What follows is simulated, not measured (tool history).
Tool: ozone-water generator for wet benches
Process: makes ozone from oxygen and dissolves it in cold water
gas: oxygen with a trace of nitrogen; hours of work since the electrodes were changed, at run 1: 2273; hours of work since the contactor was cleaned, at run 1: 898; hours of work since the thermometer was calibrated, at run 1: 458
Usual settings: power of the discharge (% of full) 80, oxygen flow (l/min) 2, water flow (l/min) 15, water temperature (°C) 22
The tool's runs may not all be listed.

run    hour  power of the discharge (% of full)  oxygen flow (l/min)  water flow (l/min)  water temperature (°C)  hours of work since the electrodes were changed  hours of work since the contactor was cleaned  hours of work since the thermometer was calibrated  dissolved ozone (ppm)  ozone in the gas ahead of the water (g/m3)
  1       0                                  80                    2                  15                      22                                             2273                                            898                                                 458                   18.9                                       262.8
  2   140.5                                  80                    2                  15                      22                                             2358                                            983                                                 543                   18.8                                       262.4
  3   296.9                                  56                    2                  15                      22                                             2453                                           1078                                                 638                   15.5                                       215.4
  4   404.6                                  85                    2                  15                      22                                             2518                                           1143                                                 703                   19.4                                       271.8
  5   562.2                                  85                    2                  15                      22                                             2614                                           1239                                                 799                   19.1                                       267.3
  6   710.3                                  85                    2                  15                      22                                             2704                                           1329                                                 889                   19.4                                       271.8
  7   822.8                                  85                    2                  15                      22                                             2772                                           1397                                                 957                   19.7                                       269.1
  8   981.2                                  63                    2                  15                      22                                             2868                                           1493                                                1053                   16.2                                       226.1
  9  1083.4                                  63                    2                  15                      22                                             2930                                           1555                                                1115                   16.3                                       225.5
 10  1241.1                                  63                    2                  15                      22                                             3026                                           1651                                                1211                   16.3                                       227.8
 11  1384.7                                  80                    2                  15                      22                                             3113                                           1738                                                1298                   18.6                                       256.9
 12  1494.7                                  80                    2                  15                      22                                             3180                                           1805                                                1365                   18.5                                       256.4
 13  1572.2                                  80                    2                  15                      22                                             3227                                           1852                                                1412                   18.1                                       257.3
 14    1703                                  48                    2                  15                      22                                             3306                                           1931                                                1491                   13.8                                       192.9
 15  1825.2                                  48                    2                  15                      22                                             3381                                           2005                                                1565                   13.9                                       194.6
 16    1988                                  42                    2                  15                      22                                             3479                                           2104                                                1664                   13.2                                       180.8
 17  2157.9                                  42                    2                  15                      22                                             3582                                           2207                                                1767                   12.8                                         181
 18  2257.3                                  42                    2                  15                      22                                             3643                                           2268                                                1827                   12.9                                       181.3
 19  2376.3                                  67                 1.17                  15                      20                                             3715                                           2340                                                1900                   13.6                                       281.2
 20  2521.2                                  63                 3.29                  15                      21                                             3803                                           2428                                                1988                   18.2                                       185.5
 21  2627.5                                  63                 3.29                  15                      21                                             3867                                           2492                                                2052                   18.1                                       185.6
 22  2722.8                                  80                    2                  15                      26                                             3925                                           2550                                                2110                   17.2                                         252
 23    2889                                  80                    2                  15                      26                                             4026                                           2651                                                2211                   17.1                                       253.5
     2900.3  -- water thermometer calibrated
 24  2963.1                                  80                    2                  15                      26                                             4071                                           2696                                                  38                   17.2                                       254.5
 25  3083.4                                  80                 1.36                  17                      30                                             4144                                           2769                                                 111                   13.1                                       288.4
 26  3158.5                                  52                    2                  15                      22                                             4189                                           2814                                                 157                   14.1                                       201.1
 27  3330.5                                  97                 3.41                  15                      19                                             4294                                           2918                                                 261                   23.5                                       227.1
     3380.4  -- water thermometer calibrated, once more
 28  3472.7                                  97                 3.41                  15                      19                                             4380                                           3004                                                  56                   23.3                                       228.7
 29  3572.2                                  96                 2.61                  18                      23                                             4440                                           3065                                                 116                   17.9                                       249.2
 30  3650.2                                  45                    1                  15                      29                                             4487                                           3112                                                 164                    9.5                                       238.3
 31  3779.5                                  52                    2                  15                      22                                             4566                                           3191                                                 242                   14.3                                       197.3

Run 32 comes next. What will it give?
 32  3890.8                                  52                    2                  15                      22                                             4633                                           3258                                                 310                      ?                                           ?

{"run 32": {"dissolved ozone (ppm)": 14, "ozone in the gas ahead of the water (g/m3)": 197.6}}
Without the tool's hidden state the same run would have given dissolved ozone (ppm) 15.6, ozone in the gas ahead of the water (g/m3) 216.4.
